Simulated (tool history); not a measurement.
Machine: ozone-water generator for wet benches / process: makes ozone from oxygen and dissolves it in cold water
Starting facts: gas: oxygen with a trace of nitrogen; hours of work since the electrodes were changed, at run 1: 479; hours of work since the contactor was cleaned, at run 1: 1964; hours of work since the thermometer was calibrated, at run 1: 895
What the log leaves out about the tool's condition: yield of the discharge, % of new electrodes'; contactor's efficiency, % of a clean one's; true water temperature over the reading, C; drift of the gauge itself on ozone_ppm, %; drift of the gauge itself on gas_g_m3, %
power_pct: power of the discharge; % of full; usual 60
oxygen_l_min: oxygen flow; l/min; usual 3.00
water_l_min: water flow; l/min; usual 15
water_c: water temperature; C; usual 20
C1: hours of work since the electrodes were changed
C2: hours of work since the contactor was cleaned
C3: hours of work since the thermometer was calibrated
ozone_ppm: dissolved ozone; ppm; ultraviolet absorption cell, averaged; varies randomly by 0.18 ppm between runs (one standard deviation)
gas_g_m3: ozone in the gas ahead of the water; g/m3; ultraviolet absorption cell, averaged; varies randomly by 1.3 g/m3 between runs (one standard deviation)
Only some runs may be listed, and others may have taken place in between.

Run 1, day 0.000: usual settings; C1 479; C2 1964; C3 895. Result: ozone_ppm 23.0 ppm, gas_g_m3 247.6 g/m3.
Run 2, day 6.096: usual settings; C1 578; C2 2062; C3 994. Result: ozone_ppm 22.5 ppm, gas_g_m3 245.5 g/m3.
Run 3, day 10.554: usual settings; C1 650; C2 2134; C3 1066. Result: ozone_ppm 22.6 ppm, gas_g_m3 242.1 g/m3.
Run 4, day 16.608: usual settings but water_c 13 C; C1 748; C2 2232; C3 1164. Result: ozone_ppm 24.4 ppm, gas_g_m3 242.3 g/m3.
Run 5, day 21.088: usual settings but water_l_min 10 l/min; C1 821; C2 2305; C3 1236. Result: ozone_ppm 31.9 ppm, gas_g_m3 245.5 g/m3.
Run 6, day 26.871: usual settings but water_c 26 C; C1 914; C2 2398; C3 1330. Result: ozone_ppm 20.7 ppm, gas_g_m3 244.1 g/m3.
Run 7, day 32.792: usual settings but water_c 23 C; C1 1010; C2 2494; C3 1426. Result: ozone_ppm 21.4 ppm, gas_g_m3 241.4 g/m3.
Run 8, day 38.700: usual settings but water_c 19 C; C1 1106; C2 2590; C3 1521. Result: ozone_ppm 22.2 ppm, gas_g_m3 241.6 g/m3.
Run 9, day 43.717: usual settings but water_c 19 C; C1 1187; C2 2671; C3 1603. Result: ozone_ppm 22.2 ppm, gas_g_m3 240.6 g/m3.
Run 10, day 46.404: usual settings but water_l_min 12 l/min, water_c 19 C; C1 1231; C2 2715; C3 1646. Result: ozone_ppm 27.5 ppm, gas_g_m3 240.0 g/m3.
Run 11, day 51.388: usual settings but water_l_min 12 l/min, water_c 19 C; C1 1311; C2 2795; C3 1727. Result: ozone_ppm 27.0 ppm, gas_g_m3 237.5 g/m3.
Run 12, day 53.929: usual settings but water_l_min 12 l/min, water_c 19 C; C1 1352; C2 2837; C3 1768. Result: ozone_ppm 27.0 ppm, gas_g_m3 238.8 g/m3.
Run 13, day 56.967: usual settings but water_l_min 12 l/min, water_c 19 C; C1 1402; C2 2886; C3 1817. Result: ozone_ppm 27.0 ppm, gas_g_m3 240.0 g/m3.
Run 14, day 59.750: usual settings but water_l_min 12 l/min, water_c 19 C; C1 1447; C2 2931; C3 1862. Result: ozone_ppm 27.1 ppm, gas_g_m3 240.1 g/m3.
At day 60.329: water thermometer calibrated.
Run 15, day 62.388: usual settings but water_l_min 13 l/min, water_c 18 C; C1 1489; C2 2973; C3 33. Result: ozone_ppm 25.6 ppm, gas_g_m3 236.6 g/m3.
Run 16, day 65.033: usual settings but water_l_min 13 l/min, water_c 18 C; C1 1532; C2 3016; C3 76. Result: ozone_ppm 25.5 ppm, gas_g_m3 237.3 g/m3.
Run 17, day 70.146: usual settings but water_l_min 13 l/min, water_c 18 C; C1 1615; C2 3099; C3 159. Result: ozone_ppm 24.9 ppm, gas_g_m3 237.5 g/m3.
Run 18, day 75.492: usual settings but water_c 14 C; C1 1701; C2 3185; C3 245. Result: ozone_ppm 22.9 ppm, gas_g_m3 237.7 g/m3.
Run 19, day 80.296: usual settings but power_pct 69 % of full, oxygen_l_min 1.53 l/min, water_c 16 C; C1 1779; C2 3263; C3 323. Result: ozone_ppm 22.3 ppm, gas_g_m3 381.4 g/m3.
Run 20, day 83.188: usual settings but power_pct 45 % of full, water_l_min 22 l/min; C1 1826; C2 3310; C3 370. Result: ozone_ppm 12.1 ppm, gas_g_m3 203.4 g/m3.
Run 21, day 87.854: usual settings but power_pct 45 % of full, oxygen_l_min 2.34 l/min, water_l_min 17 l/min, water_c 26 C; C1 1901; C2 3385; C3 446. Result: ozone_ppm 14.8 ppm, gas_g_m3 233.9 g/m3.
Run 22, day 91.312: usual settings but power_pct 45 % of full, oxygen_l_min 5.39 l/min, water_l_min 17 l/min, water_c 17 C; C1 1957; C2 3441; C3 502. Result: ozone_ppm 16.4 ppm, gas_g_m3 141.6 g/m3.
Run 23, day 96.492: usual settings but power_pct 45 % of full, oxygen_l_min 3.97 l/min, water_l_min 10 l/min, water_c 17 C; C1 2041; C2 3525; C3 585. Result: ozone_ppm 25.5 ppm, gas_g_m3 171.2 g/m3.
At day 96.938: water thermometer calibrated, once more.
Run 24, day 99.275: usual settings but power_pct 45 % of full, oxygen_l_min 3.97 l/min, water_l_min 10 l/min, water_c 17 C; C1 2086; C2 3570; C3 38. Result: ozone_ppm 26.1 ppm, gas_g_m3 170.0 g/m3.
Run 25, day 103.162: usual settings but power_pct 45 % of full, oxygen_l_min 3.97 l/min, water_l_min 10 l/min, water_c 17 C; C1 2149; C2 3633; C3 101. Result: ozone_ppm 25.9 ppm, gas_g_m3 169.0 g/m3.
Run 26, day 107.300: usual settings but power_pct 45 % of full, oxygen_l_min 3.97 l/min, water_l_min 10 l/min, water_c 17 C; C1 2216; C2 3700; C3 168. Result: ozone_ppm 25.6 ppm, gas_g_m3 168.8 g/m3.
Run 27, day 113.100: usual settings but power_pct 92 % of full, water_c 17 C; C1 2310; C2 3794; C3 262. Result: ozone_ppm 27.1 ppm, gas_g_m3 294.5 g/m3.

How the hidden state differs across the entries between the runs, from the last listed run before each to the first after it:
Logged between run 14 and run 15: water thermometer calibrated (day 60.329)
  yield of the discharge, % of new electrodes': 95.2 -> 95.1; contactor's efficiency, % of a clean one's: 88.3 -> 88.2; true water temperature over the reading, C: 0.48 -> 0.78
  what was measured, less what the result would be without the hidden state, ozone_ppm: -2.7 -> -2.8 ppm; gas_g_m3: -11.0 -> -11.2 g/m3
Logged between run 23 and run 24: water thermometer calibrated, once more (day 96.938)
  yield of the discharge, % of new electrodes': 93.5 -> 93.4; contactor's efficiency, % of a clean one's: 86.1 -> 86; true water temperature over the reading, C: 0.89 -> -0.03
  what was measured, less what the result would be without the hidden state, ozone_ppm: -3.0 -> -2.7 ppm; gas_g_m3: -8.9 -> -9.1 g/m3
